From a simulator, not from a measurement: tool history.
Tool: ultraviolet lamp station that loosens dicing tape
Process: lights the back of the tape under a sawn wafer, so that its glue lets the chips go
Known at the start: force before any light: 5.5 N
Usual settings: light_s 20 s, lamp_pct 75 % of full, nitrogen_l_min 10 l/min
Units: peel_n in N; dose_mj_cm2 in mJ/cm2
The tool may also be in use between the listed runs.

Run 1, hour 0.0: usual settings. Result: peel_n 0.641 N, dose_mj_cm2 180 mJ/cm2.
Run 2, hour 47.4: usual settings. Result: peel_n 0.618 N, dose_mj_cm2 174 mJ/cm2.
Run 3, hour 97.0: usual settings but light_s 18 s. Result: peel_n 0.762 N, dose_mj_cm2 161 mJ/cm2.
Run 4, hour 120.0: usual settings but light_s 18 s. Result: peel_n 0.781 N, dose_mj_cm2 159 mJ/cm2.
Run 5, hour 147.8: usual settings. Result: peel_n 0.650 N, dose_mj_cm2 171 mJ/cm2.
Run 6, hour 192.8: usual settings but light_s 15 s. Result: peel_n 1.070 N, dose_mj_cm2 129 mJ/cm2.
Run 7, hour 248.1: usual settings but light_s 15 s. Result: peel_n 1.104 N, dose_mj_cm2 128 mJ/cm2.
Run 8, hour 285.2: usual settings but light_s 11 s. Result: peel_n 1.620 N, dose_mj_cm2 93 mJ/cm2.
At hour 290.3: window cleaned of glue's vapour.
Run 9, hour 334.0: usual settings but light_s 11 s. Result: peel_n 1.776 N, dose_mj_cm2 92 mJ/cm2.
Run 10, hour 361.4: usual settings but nitrogen_l_min 5 l/min. Result: peel_n 1.184 N, dose_mj_cm2 167 mJ/cm2.
At hour 388.5: window cleaned of glue's vapour, once more.
Run 11, hour 411.7: usual settings but light_s 14 s, lamp_pct 78 % of full, nitrogen_l_min 15 l/min. Result: peel_n 0.905 N, dose_mj_cm2 121 mJ/cm2.
Run 12, hour 457.5: usual settings but light_s 14 s, lamp_pct 78 % of full, nitrogen_l_min 15 l/min. Result: peel_n 0.897 N, dose_mj_cm2 122 mJ/cm2.
Run 13, hour 486.8: usual settings but lamp_pct 61 % of full, nitrogen_l_min 13 l/min. Result: peel_n 0.847 N, dose_mj_cm2 137 mJ/cm2.
Run 14, hour 517.8: usual settings but lamp_pct 67 % of full, nitrogen_l_min 6 l/min. Result: peel_n 1.221 N, dose_mj_cm2 150 mJ/cm2.

The next listed run, before its measurement:
Run 15, hour 540.7: usual settings but light_s 15 s, lamp_pct 67 % of full, nitrogen_l_min 6 l/min. Result: peel_n ?, dose_mj_cm2 ?.

peel_n: 1.713 N
dose_mj_cm2: 109 mJ/cm2
Without the tool's hidden state the same run would have given peel_n 1.078 N, dose_mj_cm2 158 mJ/cm2.

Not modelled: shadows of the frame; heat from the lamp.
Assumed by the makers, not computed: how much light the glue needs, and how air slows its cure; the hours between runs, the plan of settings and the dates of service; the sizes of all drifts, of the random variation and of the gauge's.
